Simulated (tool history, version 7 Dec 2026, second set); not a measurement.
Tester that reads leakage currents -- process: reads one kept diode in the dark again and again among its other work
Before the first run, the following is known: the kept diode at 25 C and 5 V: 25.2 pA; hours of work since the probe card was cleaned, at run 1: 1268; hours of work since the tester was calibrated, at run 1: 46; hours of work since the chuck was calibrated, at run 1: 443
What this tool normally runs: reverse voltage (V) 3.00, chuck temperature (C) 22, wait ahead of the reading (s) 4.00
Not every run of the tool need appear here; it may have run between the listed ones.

run	hour	reverse voltage (V)	chuck temperature (C)	wait ahead of the reading (s)	hours of work since the probe card was cleaned	hours of work since the tester was calibrated	hours of work since the chuck was calibrated	current that the tester gives (pA)
1	0.0	3.00	22	4.00	1268	46	443	16.07
2	123.7	3.00	22	4.00	1366	144	541	16.24
3	289.8	3.00	22	0.50	1497	275	672	16.69
# hour 325.8: probe card cleaned and baked
4	415.8	3.00	22	0.50	71	372	769	17.52
5	586.6	9.17	22	4.00	206	506	903	37.29
6	706.6	9.17	22	4.00	300	601	998	37.39
7	843.6	1.96	22	4.00	408	709	1106	13.08
8	953.2	3.00	22	4.00	494	795	1192	17.35
# hour 975.3: chuck's temperature calibrated
9	1127.0	3.00	22	4.00	630	930	120	18.88
# hour 1299.6: probe card cleaned and baked, once more
10	1319.3	3.00	22	4.00	16	1080	269	14.25
11	1458.9	3.00	22	4.00	126	1190	379	14.31
12	1601.4	3.00	44	4.00	238	1302	491	85.14
13	1770.7	3.00	22	3.61	371	1435	624	14.21
14	1950.6	3.00	22	3.61	513	1577	766	14.54
15	2040.9	3.00	22	0.43	584	1648	837	14.88
16	2184.2	3.00	22	0.37	697	1761	950	15.08
17	2290.3	3.00	22	1.16	781	1845	1034	14.56
18	2411.4	3.76	22	1.16	876	1940	1129	16.90
# hour 2510.7: chuck's temperature calibrated
19	2596.4	3.76	22	1.16	1020	2085	68	18.95
20	2700.9	3.76	29	1.16	1103	2167	150	32.28
21	2871.2	1.25	22	4.00	1237	2301	284	9.44
22	3059.4	5.12	28	1.10	1385	2449	432	36.35
23	3179.9	5.12	23	4.87	1480	2544	527	25.02
# hour 3237.8: probe card cleaned and baked
24	3287.0	2.32	41	1.18	39	2626	609	57.80
25	3424.9	1.94	33	1.18	147	2735	718	27.47
26	3600.0	16.33	22	0.34	285	2873	856	41.95
27	3725.5	17.92	59	0.34	384	2972	955	699.37
28	3826.2	17.92	59	0.34	464	3051	1034	693.87
29	3965.0	17.92	59	0.34	573	3161	1144	688.62
# hour 4043.7: chuck's temperature calibrated
30	4120.5	4.35	51	8.65	694	3282	61	185.81
31	4240.7	4.35	51	8.65	789	3376	155	184.41
32	4396.5	17.00	23	1.70	912	3499	278	51.62
33	4520.4	1.30	26	1.49	1009	3597	376	13.15
34	4617.5	1.30	26	1.49	1086	3673	452	13.10

Each row is a separate what-if for the run after 34, all from the same tool condition, not one after another. Results?
A	4765.8	3.00	34	1.77	1203	3790	569	?
B	4765.8	16.68	24	4.76	1203	3790	569	?
C	4765.8	14.07	56	2.54	1203	3790	569	?

run	current that the tester gives (pA)
A	40.22
B	55.84
C	505.98
Without the tool's unlogged condition, the same runs would have read:
run	current that the tester gives (pA)
A	40.04
B	46.67
C	517.19
